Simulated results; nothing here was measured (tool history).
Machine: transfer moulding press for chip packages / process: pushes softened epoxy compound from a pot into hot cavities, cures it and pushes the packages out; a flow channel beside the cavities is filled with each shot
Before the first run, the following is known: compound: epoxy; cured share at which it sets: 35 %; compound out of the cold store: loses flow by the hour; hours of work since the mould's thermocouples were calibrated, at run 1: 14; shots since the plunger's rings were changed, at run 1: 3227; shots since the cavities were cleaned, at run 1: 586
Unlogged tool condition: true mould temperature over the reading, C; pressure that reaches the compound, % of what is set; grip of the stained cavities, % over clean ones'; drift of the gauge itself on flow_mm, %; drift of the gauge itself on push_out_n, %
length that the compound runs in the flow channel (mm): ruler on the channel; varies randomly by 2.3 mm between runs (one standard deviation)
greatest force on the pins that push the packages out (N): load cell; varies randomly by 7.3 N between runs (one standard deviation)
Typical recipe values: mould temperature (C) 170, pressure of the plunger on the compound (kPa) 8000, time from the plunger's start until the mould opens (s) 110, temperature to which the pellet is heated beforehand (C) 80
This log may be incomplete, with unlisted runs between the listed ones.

run   hour  mould temperature (C)  pressure of the plunger on the compound (kPa)  time from the plunger's start until the mould opens (s)  temperature to which the pellet is heated beforehand (C)  hours of work since the mould's thermocouples were calibrated  shots since the plunger's rings were changed  shots since the cavities were cleaned  incoming compound's hours out of the cold store  length that the compound runs in the flow channel (mm)  greatest force on the pins that push the packages out (N)
  1    0.0                    170                                           8000                                                      110                                                        80                                                             14                                          3227                                    586                                             31.2                                                     776                                                        297
       8.9  -- cavities cleaned with cleaning compound and waxed
  2   20.9                    170                                           8000                                                      110                                                        80                                                             23                                          3377                                     93                                             17.3                                                     823                                                        314
  3   31.8                    170                                           8000                                                      110                                                        80                                                             29                                          3461                                    177                                             22.7                                                     810                                                        310
  4   42.0                    170                                           8000                                                      110                                                        80                                                             34                                          3540                                    256                                             36.6                                                     757                                                        307
      46.9  -- plunger's sealing rings changed
  5   61.0                    170                                           8000                                                      110                                                        80                                                             42                                           108                                    383                                             20.4                                                     815                                                        318
  6   72.7                    170                                           8000                                                      110                                                        80                                                             48                                           198                                    473                                             44.3                                                     734                                                        301
  7   92.6                    170                                           8000                                                      110                                                        80                                                             58                                           352                                    627                                             20.7                                                     810                                                        318
      95.8  -- cavities cleaned with cleaning compound and waxed
  8  105.7                    170                                           8000                                                      110                                                        80                                                             63                                           442                                     77                                             29.0                                                     784                                                        316
  9  120.4                    170                                           8000                                                      110                                                        80                                                             71                                           556                                    191                                             18.2                                                     823                                                        319
 10  131.8                    165                                           8000                                                      110                                                        80                                                             76                                           643                                    278                                             17.8                                                     842                                                        411
 11  144.0                    165                                           8000                                                      110                                                        80                                                             82                                           738                                    373                                             47.8                                                     743                                                        384
 12  154.0                    170                                           8100                                                      148                                                        89                                                             87                                           815                                    450                                             28.7                                                     792                                                        276
 13  170.2                    170                                           8100                                                      148                                                        89                                                             95                                           940                                    575                                             47.9                                                     727                                                        280
     180.9  -- cavities cleaned with cleaning compound and waxed
 14  191.5                    170                                           9060                                                      110                                                        89                                                            105                                          1093                                     81                                             33.5                                                     819                                                        304
 15  203.9                    170                                           9060                                                      110                                                        89                                                            111                                          1189                                    177                                             47.5                                                     770                                                        317
 16  212.4                    170                                           9060                                                      110                                                        89                                                            115                                          1255                                    243                                             39.9                                                     800                                                        306
 17  232.0                    170                                           9060                                                      110                                                        89                                                            125                                          1406                                    394                                             36.1                                                     811                                                        296
 18  241.1                    175                                           6190                                                       98                                                        80                                                            130                                          1477                                    465                                             27.9                                                     680                                                        294
 19  258.1                    170                                           6510                                                      110                                                        80                                                            138                                          1608                                    596                                             43.3                                                     669                                                        313
     265.0  -- cavities cleaned with cleaning compound and waxed
 20  269.2                    170                                           6510                                                      110                                                        80                                                            143                                          1682                                     32                                             41.7                                                     672                                                        307
 21  277.7                    167                                           6870                                                      131                                                        81                                                            147                                          1747                                     97                                             42.6                                                     696                                                        301

Alternative continuations, all from the tool just after run 21; predict every row:
  A  295.7                    163                                           6870                                                      115                                                        76                                                            156                                          1887                                    237                                             40.2                                                       ?                                                          ?
  B  295.7                    170                                           8000                                                       92                                                        80                                                            156                                          1887                                    237                                             12.7                                                       ?                                                          ?
  C  295.7                    163                                           7920                                                      132                                                        80                                                            156                                          1887                                    237                                             22.6                                                       ?                                                          ?
  D  295.7                    170                                           6050                                                      110                                                        80                                                            156                                          1887                                    237                                             10.0                                                       ?                                                          ?

run  length that the compound runs in the flow channel (mm)  greatest force on the pins that push the packages out (N)
  A                                                     714                                                        406
  B                                                     841                                                        417
  C                                                     826                                                        338
  D                                                     737                                                        327
Stripped of hidden state, with their random variation kept, the same runs would have yielded:
run  length that the compound runs in the flow channel (mm)  greatest force on the pins that push the packages out (N)
  A                                                     714                                                        405
  B                                                     842                                                        415
  C                                                     826                                                        337
  D                                                     737                                                        326
